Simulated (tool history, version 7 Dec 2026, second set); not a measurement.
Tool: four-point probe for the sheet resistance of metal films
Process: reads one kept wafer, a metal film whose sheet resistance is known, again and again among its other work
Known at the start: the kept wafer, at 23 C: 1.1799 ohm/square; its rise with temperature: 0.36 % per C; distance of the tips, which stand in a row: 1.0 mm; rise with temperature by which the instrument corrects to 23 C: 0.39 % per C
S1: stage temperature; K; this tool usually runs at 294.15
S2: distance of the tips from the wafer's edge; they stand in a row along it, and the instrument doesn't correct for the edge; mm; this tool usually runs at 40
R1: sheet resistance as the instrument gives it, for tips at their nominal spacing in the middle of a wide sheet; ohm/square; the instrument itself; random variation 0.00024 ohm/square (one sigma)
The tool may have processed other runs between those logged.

run 1 day=0.000 | S1=294.15 S2=40 | R1=1.184147
run 2 day=0.717 | S1=294.15 S2=40 | R1=1.184291
run 3 day=1.662 | S1=294.15 S2=40 | R1=1.184348
run 4 day=2.508 | S1=294.15 S2=40 | R1=1.184438
run 5 day=3.325 | S1=294.15 S2=40 | R1=1.184498
run 6 day=4.662 | S1=303.15 S2=40 | R1=1.181809
run 7 day=5.646 | S1=294.15 S2=54 | R1=1.184641
run 8 day=6.288 | S1=307.15 S2=47 | R1=1.180607
run 9 day=7.483 | S1=307.15 S2=47 | R1=1.180682
run 10 day=8.317 | S1=294.15 S2=6 | R1=1.201628
run 11 day=9.271 | S1=294.15 S2=6 | R1=1.202023
run 12 day=10.833 | S1=300.15 S2=5 | R1=1.207261
run 13 day=12.121 | S1=297.15 S2=6 | R1=1.201228

Branching from run 13: 3 alternative next runs. What would each branch give?
run A day=13.146 | S1=296.15 S2=6 | R1=?
run B day=13.146 | S1=297.15 S2=26 | R1=?
run C day=13.146 | S1=305.15 S2=13 | R1=?

run=A R1=1.201502
run=B R1=1.184631
run=C R1=1.184997
Without the tool's unlogged condition, the same runs would have read:
run=A R1=1.197437
run=B R1=1.180622
run=C R1=1.181000

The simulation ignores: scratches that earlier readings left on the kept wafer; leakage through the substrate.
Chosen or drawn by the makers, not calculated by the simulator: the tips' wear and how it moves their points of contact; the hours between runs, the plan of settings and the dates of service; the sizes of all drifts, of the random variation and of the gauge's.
